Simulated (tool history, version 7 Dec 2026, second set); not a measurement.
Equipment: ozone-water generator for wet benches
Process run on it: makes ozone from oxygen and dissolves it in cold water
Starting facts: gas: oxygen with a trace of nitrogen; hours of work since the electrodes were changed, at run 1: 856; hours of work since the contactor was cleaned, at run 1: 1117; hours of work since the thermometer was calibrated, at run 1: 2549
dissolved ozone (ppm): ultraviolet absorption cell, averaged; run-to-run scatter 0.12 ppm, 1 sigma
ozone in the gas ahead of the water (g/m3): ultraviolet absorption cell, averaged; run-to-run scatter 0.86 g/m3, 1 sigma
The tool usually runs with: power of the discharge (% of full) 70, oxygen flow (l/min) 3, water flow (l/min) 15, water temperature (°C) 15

run,hour,power of the discharge (% of full),oxygen flow (l/min),water flow (l/min),water temperature (°C),hours of work since the electrodes were changed,hours of work since the contactor was cleaned,hours of work since the thermometer was calibrated,dissolved ozone (ppm),ozone in the gas ahead of the water (g/m3)
1,0,70,3,15,15,856,1117,2549,10.3,142.3
2,48.4,70,3,15,15,897,1158,2590,10.4,142
3,98.3,70,3,15,15,940,1200,2632,10.3,139.1
4,197.5,70,3,15,15,1024,1285,2717,10.3,141.1
5,245.6,70,3,15,15,1065,1325,2757,10.2,141.8
6,326.2,70,3,15,15,1134,1394,2826,10.4,139.5
7,431.9,70,3,15,15,1223,1484,2916,10.4,141.4
8,497.2,70,3,15,15,1279,1539,2971,10.5,139.2
9,591.3,69,3,15,15,1359,1619,3051,10.1,139.4
10,680.6,70,3,15,15,1435,1695,3127,10.3,141.8
11,766.4,70,3,15,15,1508,1768,3200,10.3,141
12,838.4,70,3,15,15,1569,1829,3261,10.5,141
13,936.7,77,2.55,10,19,1653,1913,3345,15.6,161.3
14,984.2,70,3,16,22,1693,1953,3385,8.7,139.7
15,1071.8,70,3,16,22,1767,2028,3460,8.7,141
16,1165.1,66,2.81,11,22,1847,2107,3539,12.3,136
17,1256.5,50,3.41,18,17,1924,2185,3617,6.5,103.2
18,1336.8,50,3.41,18,17,1993,2253,3685,6.5,102.7
19,1440.5,41,1.83,10,8,2081,2341,3773,9.5,105.5
20,1508.9,80,2.8,15,8,2139,2399,3831,12.2,161.9
21,1573.5,50,1.73,21,15,2194,2454,3886,4,128.3
22,1647,50,1.73,17,15,2256,2517,3949,5.3,127.7

Below are 3 alternative next runs, each starting from the tool's condition after run 22. Predict each:
A,1745.1,50,2.06,17,15,2340,2600,4032,?,?
B,1745.1,50,3.75,17,15,2340,2600,4032,?,?
C,1745.1,70,3,15,16,2340,2600,4032,?,?

run,dissolved ozone (ppm),ozone in the gas ahead of the water (g/m3)
A,5.9,121.1
B,7.1,98
C,10.2,141.9
With the hidden condition removed and each run's random variation left untouched, the same runs would have given:
run,dissolved ozone (ppm),ozone in the gas ahead of the water (g/m3)
A,5.9,121.3
B,7.2,98.1
C,10.3,142.1

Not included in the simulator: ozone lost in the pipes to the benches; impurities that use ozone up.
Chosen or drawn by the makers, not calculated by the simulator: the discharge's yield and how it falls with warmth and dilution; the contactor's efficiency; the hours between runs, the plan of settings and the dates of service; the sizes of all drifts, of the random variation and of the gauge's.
